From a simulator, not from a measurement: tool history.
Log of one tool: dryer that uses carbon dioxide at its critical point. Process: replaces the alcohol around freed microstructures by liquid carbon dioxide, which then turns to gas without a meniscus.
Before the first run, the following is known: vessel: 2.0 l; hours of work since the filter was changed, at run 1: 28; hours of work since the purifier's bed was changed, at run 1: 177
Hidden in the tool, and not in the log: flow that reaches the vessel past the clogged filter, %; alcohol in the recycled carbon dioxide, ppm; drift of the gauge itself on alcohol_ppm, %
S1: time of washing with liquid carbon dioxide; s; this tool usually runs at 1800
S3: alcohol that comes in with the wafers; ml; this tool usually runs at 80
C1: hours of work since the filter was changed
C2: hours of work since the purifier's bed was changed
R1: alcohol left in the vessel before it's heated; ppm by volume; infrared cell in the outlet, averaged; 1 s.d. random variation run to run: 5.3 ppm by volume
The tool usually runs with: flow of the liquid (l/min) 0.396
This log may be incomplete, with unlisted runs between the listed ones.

run 1 hour=0 | S1=1800 flow_of_the_liquid_(l/min)=0.396 S3=80 | C1=28 C2=177 | R1=140
run 2 hour=23.4 | S1=1800 flow_of_the_liquid_(l/min)=0.396 S3=80 | C1=36 C2=185 | R1=148
run 3 hour=48.7 | S1=1800 flow_of_the_liquid_(l/min)=0.396 S3=80 | C1=44 C2=193 | R1=142
run 4 hour=71.6 | S1=1800 flow_of_the_liquid_(l/min)=0.396 S3=80 | C1=51 C2=200 | R1=141
run 5 hour=95.2 | S1=1800 flow_of_the_liquid_(l/min)=0.396 S3=80 | C1=59 C2=207 | R1=156
run 6 hour=121.5 | S1=1800 flow_of_the_liquid_(l/min)=0.396 S3=80 | C1=67 C2=216 | R1=166
run 7 hour=154.3 | S1=1800 flow_of_the_liquid_(l/min)=0.396 S3=80 | C1=77 C2=226 | R1=164
run 8 hour=193.9 | S1=1800 flow_of_the_liquid_(l/min)=0.396 S3=80 | C1=90 C2=239 | R1=175
run 9 hour=239.8 | S1=1800 flow_of_the_liquid_(l/min)=0.396 S3=79 | C1=104 C2=253 | R1=178
run 10 hour=282.7 | S1=1260 flow_of_the_liquid_(l/min)=0.396 S3=79 | C1=118 C2=267 | R1=900
run 11 hour=318 | S1=1800 flow_of_the_liquid_(l/min)=0.396 S3=80 | C1=129 C2=278 | R1=185
run 12 hour=342 | S1=1800 flow_of_the_liquid_(l/min)=0.396 S3=80 | C1=137 C2=286 | R1=190
run 13 hour=376.8 | S1=2820 flow_of_the_liquid_(l/min)=0.39 S3=66 | C1=148 C2=297 | R1=32
-- hour=410.4 inlet filter changed
run 14 hour=421 | S1=2820 flow_of_the_liquid_(l/min)=0.271 S3=106 | C1=3 C2=310 | R1=121
run 15 hour=443.4 | S1=2820 flow_of_the_liquid_(l/min)=0.271 S3=106 | C1=10 C2=318 | R1=116
run 16 hour=476.4 | S1=2820 flow_of_the_liquid_(l/min)=0.271 S3=106 | C1=21 C2=328 | R1=142
run 17 hour=516.5 | S1=1680 flow_of_the_liquid_(l/min)=0.251 S3=21 | C1=34 C2=341 | R1=372
run 18 hour=565.4 | S1=1140 flow_of_the_liquid_(l/min)=0.251 S3=21 | C1=49 C2=356 | R1=1086
run 19 hour=613.7 | S1=1140 flow_of_the_liquid_(l/min)=0.251 S3=21 | C1=65 C2=372 | R1=1143

What does the tool deliver on the next run?
run 20 hour=649.5 | S1=1140 flow_of_the_liquid_(l/min)=0.368 S3=55 | C1=76 C2=383 | R1=?

R1: 1042 ppm by volume
Had the tool carried no hidden state, the very same run would have given R1 883 ppm by volume.

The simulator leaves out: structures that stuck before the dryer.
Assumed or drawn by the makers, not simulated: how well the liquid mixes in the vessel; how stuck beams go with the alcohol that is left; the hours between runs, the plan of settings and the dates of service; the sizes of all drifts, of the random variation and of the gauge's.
